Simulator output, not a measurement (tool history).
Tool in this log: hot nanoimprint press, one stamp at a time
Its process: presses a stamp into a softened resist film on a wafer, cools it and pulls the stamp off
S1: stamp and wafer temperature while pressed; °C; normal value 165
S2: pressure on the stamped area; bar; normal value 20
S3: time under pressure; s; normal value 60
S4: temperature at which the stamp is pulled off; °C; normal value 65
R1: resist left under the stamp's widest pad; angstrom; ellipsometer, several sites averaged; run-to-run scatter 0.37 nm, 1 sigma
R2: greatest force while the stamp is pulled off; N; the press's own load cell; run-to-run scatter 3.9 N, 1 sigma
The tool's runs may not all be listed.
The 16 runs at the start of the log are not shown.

run	hour	S1	S2	S3	S4	R1	R2
17	134.5	165	29.7	60	59	800	215
18	143.9	165	29.7	60	59	797	207
19	152.2	165	12.9	60	59	1295	214
20	157.1	165	12.9	60	59	1304	213
21	165.2	156	22.2	115	65	1168	191
22	176.4	165	23.8	118	65	723	186
23	187.3	165	23.8	118	65	723	188
24	198	165	23.8	118	65	725	191
25	206.6	165	23.8	118	65	728	198
26	218.4	165	23.8	118	65	730	190
27	225	165	14.9	60	65	1209	195
28	236.2	165	23.8	60	65	922	191
29	245.1	155	20	38	65	1755	189
30	253.4	155	20	38	65	1762	194

3 ways to go on from here, each from the tool as it stands after run 30. What would each give?
A	264.9	165	20	45	65	?	?
B	264.9	161	20	60	65	?	?
C	264.9	165	20	91	65	?	?

run	R1	R2
A	1123	191
B	1212	190
C	885	195
With no hidden state in the tool, these same runs would have given:
run	R1	R2
A	1104	189
B	1191	188
C	870	193
